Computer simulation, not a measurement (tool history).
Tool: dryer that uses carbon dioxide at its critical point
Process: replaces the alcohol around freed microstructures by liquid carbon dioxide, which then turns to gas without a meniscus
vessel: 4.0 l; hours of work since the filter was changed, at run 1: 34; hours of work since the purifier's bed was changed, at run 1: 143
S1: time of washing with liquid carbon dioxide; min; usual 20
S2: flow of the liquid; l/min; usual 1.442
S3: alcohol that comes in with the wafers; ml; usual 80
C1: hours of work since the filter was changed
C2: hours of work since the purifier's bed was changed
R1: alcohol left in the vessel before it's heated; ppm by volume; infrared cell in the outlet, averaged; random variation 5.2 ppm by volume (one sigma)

| run | hour | S1 | S2 | S3 | C1 | C2 | R1 |
|---|---|---|---|---|---|---|---|
| 1 | 0 | 20 | 1.442 | 80 | 34 | 143 | 114 |
| 2 | 33.9 | 20 | 1.442 | 80 | 47 | 155 | 119 |
| 3 | 77.3 | 20 | 1.442 | 80 | 63 | 172 | 116 |
| 4 | 120.6 | 20 | 1.442 | 80 | 80 | 188 | 127 |
| 5 | 160.3 | 20 | 1.442 | 80 | 94 | 203 | 123 |
| 6 | 186.4 | 20 | 1.442 | 80 | 104 | 213 | 130 |
| 7 | 231.8 | 20 | 1.442 | 80 | 121 | 229 | 131 |
| 8 | 264.8 | 20 | 1.442 | 80 | 134 | 242 | 126 |
| 9 | 304 | 20 | 1.442 | 117 | 148 | 257 | 183 |
| 10 | 329.3 | 20 | 1.442 | 117 | 158 | 266 | 186 |
| 11 | 354.2 | 20 | 1.442 | 80 | 167 | 275 | 138 |
| 12 | 405.7 | 20 | 1.442 | 80 | 186 | 295 | 133 |
| 13 | 439.3 | 20 | 1.442 | 80 | 199 | 307 | 151 |
| 14 | 490.5 | 20 | 1.442 | 80 | 218 | 326 | 157 |
| 15 | 535.1 | 20 | 1.442 | 80 | 235 | 343 | 155 |
| 16 | 572.9 | 20 | 1.442 | 80 | 249 | 357 | 160 |
| 17 | 623 | 20 | 1.442 | 80 | 268 | 376 | 166 |
| 18 | 666.8 | 20 | 1.442 | 80 | 284 | 392 | 163 |
| 19 | 704.6 | 20 | 1.05 | 25 | 298 | 407 | 189 |
| 20 | 740.3 | 20 | 1.05 | 25 | 312 | 420 | 199 |
| 21 | 766.5 | 14 | 1.43 | 80 | 322 | 430 | 672 |
|  | 797.6 | inlet filter changed |
| 22 | 809.1 | 20 | 0.88 | 33 | 4 | 445 | 353 |

Forecast run 23:
| 23 | 838.6 | 20 | 0.88 | 33 | 15 | 456 | ? |

Run 23 gave R1 337 ppm by volume.
Without the tool's hidden state the same run would have given R1 301 ppm by volume.

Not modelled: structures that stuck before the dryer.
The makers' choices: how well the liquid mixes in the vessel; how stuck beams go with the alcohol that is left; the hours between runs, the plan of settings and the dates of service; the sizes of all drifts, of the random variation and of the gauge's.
